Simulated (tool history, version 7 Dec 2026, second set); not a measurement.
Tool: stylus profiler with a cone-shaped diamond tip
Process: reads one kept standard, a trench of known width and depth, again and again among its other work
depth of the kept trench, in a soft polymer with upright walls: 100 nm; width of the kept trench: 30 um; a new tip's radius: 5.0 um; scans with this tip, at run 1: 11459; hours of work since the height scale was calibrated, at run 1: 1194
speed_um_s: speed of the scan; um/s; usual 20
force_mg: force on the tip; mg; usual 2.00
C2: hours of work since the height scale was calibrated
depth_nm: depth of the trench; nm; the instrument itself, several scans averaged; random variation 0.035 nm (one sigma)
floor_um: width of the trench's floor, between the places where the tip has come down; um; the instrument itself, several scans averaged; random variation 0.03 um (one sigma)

run 1 hour=0.0 | speed_um_s=20 force_mg=2.00 | scans_with_this_tip=11459 C2=1194 | depth_nm=101.05 floor_um=27.28
run 2 hour=35.7 | speed_um_s=20 force_mg=2.00 | scans_with_this_tip=11678 C2=1216 | depth_nm=101.07 floor_um=27.25
run 3 hour=83.4 | speed_um_s=20 force_mg=2.00 | scans_with_this_tip=11970 C2=1247 | depth_nm=101.07 floor_um=27.16
-- hour=89.4 new tip fitted, height scale calibrated
run 4 hour=156.5 | speed_um_s=20 force_mg=2.00 | scans_with_this_tip=411 C2=43 | depth_nm=100.49 floor_um=27.91
run 5 hour=205.1 | speed_um_s=20 force_mg=2.00 | scans_with_this_tip=709 C2=74 | depth_nm=100.49 floor_um=27.88
run 6 hour=251.7 | speed_um_s=20 force_mg=2.00 | scans_with_this_tip=995 C2=104 | depth_nm=100.48 floor_um=27.91
run 7 hour=296.0 | speed_um_s=20 force_mg=0.88 | scans_with_this_tip=1267 C2=132 | depth_nm=100.38 floor_um=27.89
run 8 hour=331.6 | speed_um_s=20 force_mg=0.88 | scans_with_this_tip=1485 C2=155 | depth_nm=100.31 floor_um=27.89
run 9 hour=401.5 | speed_um_s=8 force_mg=0.96 | scans_with_this_tip=1914 C2=199 | depth_nm=100.41 floor_um=27.87
run 10 hour=452.5 | speed_um_s=8 force_mg=0.96 | scans_with_this_tip=2227 C2=232 | depth_nm=100.40 floor_um=27.80
run 11 hour=485.3 | speed_um_s=8 force_mg=0.96 | scans_with_this_tip=2428 C2=253 | depth_nm=100.33 floor_um=27.87
run 12 hour=516.2 | speed_um_s=16 force_mg=0.80 | scans_with_this_tip=2618 C2=273 | depth_nm=100.38 floor_um=27.81
run 13 hour=549.1 | speed_um_s=6 force_mg=1.94 | scans_with_this_tip=2819 C2=294 | depth_nm=100.63 floor_um=27.81
run 14 hour=607.4 | speed_um_s=6 force_mg=1.94 | scans_with_this_tip=3177 C2=331 | depth_nm=100.63 floor_um=27.77
run 15 hour=639.6 | speed_um_s=6 force_mg=1.94 | scans_with_this_tip=3374 C2=351 | depth_nm=100.62 floor_um=27.78

How the hidden state differs across the entries between the runs, from the last listed run before each to the first after it:
Between runs 3 and 4: new tip fitted, height scale calibrated (hour 89.4)
  radius of the tip, um: 9.46 -> 5.03; height scale over the true one, %: 0.622 -> 0.027
  measured less the result without the state, depth_nm: +0.62 -> +0.03 nm; floor_um: -0.75 -> -0.01 um
